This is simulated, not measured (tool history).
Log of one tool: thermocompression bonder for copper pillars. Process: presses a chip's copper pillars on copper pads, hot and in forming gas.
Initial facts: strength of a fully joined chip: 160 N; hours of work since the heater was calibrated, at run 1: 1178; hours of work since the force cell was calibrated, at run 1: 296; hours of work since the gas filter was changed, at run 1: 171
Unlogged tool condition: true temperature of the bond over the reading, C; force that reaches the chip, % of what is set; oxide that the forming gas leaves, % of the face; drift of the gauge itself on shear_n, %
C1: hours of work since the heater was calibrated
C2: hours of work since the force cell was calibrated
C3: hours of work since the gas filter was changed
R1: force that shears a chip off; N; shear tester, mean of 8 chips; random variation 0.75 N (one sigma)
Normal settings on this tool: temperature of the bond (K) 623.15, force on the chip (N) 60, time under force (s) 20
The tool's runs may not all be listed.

run 1 hour=0.0 | temperature_of_the_bond_(K)=623.15 force_on_the_chip_(N)=60 time_under_force_(s)=20 | C1=1178 C2=296 C3=171 | R1=94.2
run 2 hour=56.1 | temperature_of_the_bond_(K)=623.15 force_on_the_chip_(N)=60 time_under_force_(s)=20 | C1=1219 C2=338 C3=212 | R1=94.2
run 3 hour=113.9 | temperature_of_the_bond_(K)=623.15 force_on_the_chip_(N)=60 time_under_force_(s)=20 | C1=1262 C2=380 C3=255 | R1=93.1
-- hour=137.8 forming gas filter changed
run 4 hour=151.5 | temperature_of_the_bond_(K)=623.15 force_on_the_chip_(N)=50 time_under_force_(s)=20 | C1=1289 C2=408 C3=10 | R1=84.7
-- hour=179.2 heater calibrated with a thermocouple chip
run 5 hour=211.3 | temperature_of_the_bond_(K)=623.15 force_on_the_chip_(N)=50 time_under_force_(s)=20 | C1=24 C2=450 C3=53 | R1=92.1
run 6 hour=260.8 | temperature_of_the_bond_(K)=623.15 force_on_the_chip_(N)=60 time_under_force_(s)=20 | C1=60 C2=487 C3=89 | R1=103.2
run 7 hour=287.2 | temperature_of_the_bond_(K)=623.15 force_on_the_chip_(N)=60 time_under_force_(s)=20 | C1=80 C2=507 C3=109 | R1=102.2
run 8 hour=328.3 | temperature_of_the_bond_(K)=627.15 force_on_the_chip_(N)=60 time_under_force_(s)=20 | C1=110 C2=537 C3=139 | R1=104.4
run 9 hour=372.7 | temperature_of_the_bond_(K)=623.15 force_on_the_chip_(N)=60 time_under_force_(s)=20 | C1=143 C2=570 C3=172 | R1=99.1
run 10 hour=430.8 | temperature_of_the_bond_(K)=623.15 force_on_the_chip_(N)=60 time_under_force_(s)=20 | C1=186 C2=613 C3=215 | R1=100.5
run 11 hour=462.9 | temperature_of_the_bond_(K)=623.15 force_on_the_chip_(N)=60 time_under_force_(s)=20 | C1=210 C2=636 C3=239 | R1=99.6
run 12 hour=487.7 | temperature_of_the_bond_(K)=623.15 force_on_the_chip_(N)=60 time_under_force_(s)=31 | C1=228 C2=655 C3=257 | R1=111.1
-- hour=506.6 forming gas filter changed
run 13 hour=532.1 | temperature_of_the_bond_(K)=623.15 force_on_the_chip_(N)=60 time_under_force_(s)=31 | C1=260 C2=687 C3=19 | R1=114.2
run 14 hour=568.6 | temperature_of_the_bond_(K)=623.15 force_on_the_chip_(N)=60 time_under_force_(s)=20 | C1=287 C2=714 C3=46 | R1=103.1
run 15 hour=595.0 | temperature_of_the_bond_(K)=623.15 force_on_the_chip_(N)=60 time_under_force_(s)=20 | C1=307 C2=733 C3=65 | R1=102.5
run 16 hour=649.7 | temperature_of_the_bond_(K)=623.15 force_on_the_chip_(N)=60 time_under_force_(s)=20 | C1=347 C2=774 C3=106 | R1=101.9
run 17 hour=681.1 | temperature_of_the_bond_(K)=623.15 force_on_the_chip_(N)=60 time_under_force_(s)=20 | C1=370 C2=797 C3=129 | R1=101.8
run 18 hour=717.5 | temperature_of_the_bond_(K)=618.15 force_on_the_chip_(N)=60 time_under_force_(s)=20 | C1=397 C2=824 C3=156 | R1=95.6
run 19 hour=744.3 | temperature_of_the_bond_(K)=623.15 force_on_the_chip_(N)=90 time_under_force_(s)=20 | C1=417 C2=844 C3=176 | R1=122.4
run 20 hour=771.1 | temperature_of_the_bond_(K)=623.15 force_on_the_chip_(N)=90 time_under_force_(s)=20 | C1=437 C2=864 C3=195 | R1=122.3
run 21 hour=829.8 | temperature_of_the_bond_(K)=621.15 force_on_the_chip_(N)=48 time_under_force_(s)=36 | C1=480 C2=907 C3=239 | R1=99.8
-- hour=875.0 forming gas filter changed
run 22 hour=878.6 | temperature_of_the_bond_(K)=621.15 force_on_the_chip_(N)=48 time_under_force_(s)=36 | C1=516 C2=943 C3=3 | R1=104.5

What does the tool deliver on the next run?
run 23 hour=931.9 | temperature_of_the_bond_(K)=623.15 force_on_the_chip_(N)=60 time_under_force_(s)=16 | C1=555 C2=982 C3=42 | R1=?

{"run 23": {"R1": 95.3}}
If the tool had no hidden condition, the same run with the same run-to-run variation would have returned R1 96.7 N.
